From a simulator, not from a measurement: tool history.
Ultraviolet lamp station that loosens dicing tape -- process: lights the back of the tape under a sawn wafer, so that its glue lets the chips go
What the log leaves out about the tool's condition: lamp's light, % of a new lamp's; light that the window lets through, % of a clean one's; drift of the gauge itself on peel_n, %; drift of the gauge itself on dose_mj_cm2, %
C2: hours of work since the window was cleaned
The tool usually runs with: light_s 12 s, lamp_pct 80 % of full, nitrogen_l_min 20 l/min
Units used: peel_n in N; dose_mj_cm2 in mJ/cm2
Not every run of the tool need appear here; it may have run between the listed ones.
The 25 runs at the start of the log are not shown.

-- hour=370.1 window cleaned of glue's vapour, once more
run 26 hour=376.9 | light_s=8 lamp_pct=96 nitrogen_l_min=16 | hours_of_work_of_the_lamp=240 C2=4 | peel_n=2.024 dose_mj_cm2=356
run 27 hour=390.0 | light_s=24 lamp_pct=71 nitrogen_l_min=7 | hours_of_work_of_the_lamp=248 C2=12 | peel_n=0.735 dose_mj_cm2=792
run 28 hour=405.1 | light_s=24 lamp_pct=62 nitrogen_l_min=22 | hours_of_work_of_the_lamp=258 C2=22 | peel_n=0.426 dose_mj_cm2=690
run 29 hour=418.2 | light_s=7 lamp_pct=93 nitrogen_l_min=20 | hours_of_work_of_the_lamp=266 C2=30 | peel_n=2.448 dose_mj_cm2=300
run 30 hour=431.9 | light_s=7 lamp_pct=93 nitrogen_l_min=20 | hours_of_work_of_the_lamp=275 C2=39 | peel_n=2.531 dose_mj_cm2=303
run 31 hour=450.4 | light_s=12 lamp_pct=71 nitrogen_l_min=20 | hours_of_work_of_the_lamp=286 C2=50 | peel_n=1.581 dose_mj_cm2=390
run 32 hour=460.5 | light_s=15 lamp_pct=98 nitrogen_l_min=13 | hours_of_work_of_the_lamp=292 C2=56 | peel_n=0.666 dose_mj_cm2=668
run 33 hour=470.8 | light_s=15 lamp_pct=98 nitrogen_l_min=13 | hours_of_work_of_the_lamp=299 C2=63 | peel_n=0.687 dose_mj_cm2=669
run 34 hour=480.3 | light_s=15 lamp_pct=98 nitrogen_l_min=13 | hours_of_work_of_the_lamp=305 C2=69 | peel_n=0.646 dose_mj_cm2=672
run 35 hour=492.6 | light_s=11 lamp_pct=98 nitrogen_l_min=19 | hours_of_work_of_the_lamp=312 C2=76 | peel_n=1.072 dose_mj_cm2=493

Expected results for the next run?
run 36 hour=503.8 | light_s=9 lamp_pct=80 nitrogen_l_min=30 | hours_of_work_of_the_lamp=319 C2=83 | peel_n=? dose_mj_cm2=?

{"run 36": {"peel_n": 1.868, "dose_mj_cm2": 328}}
The same run, on a tool lacking any hidden state, would have yielded peel_n 1.552 N, dose_mj_cm2 364 mJ/cm2.
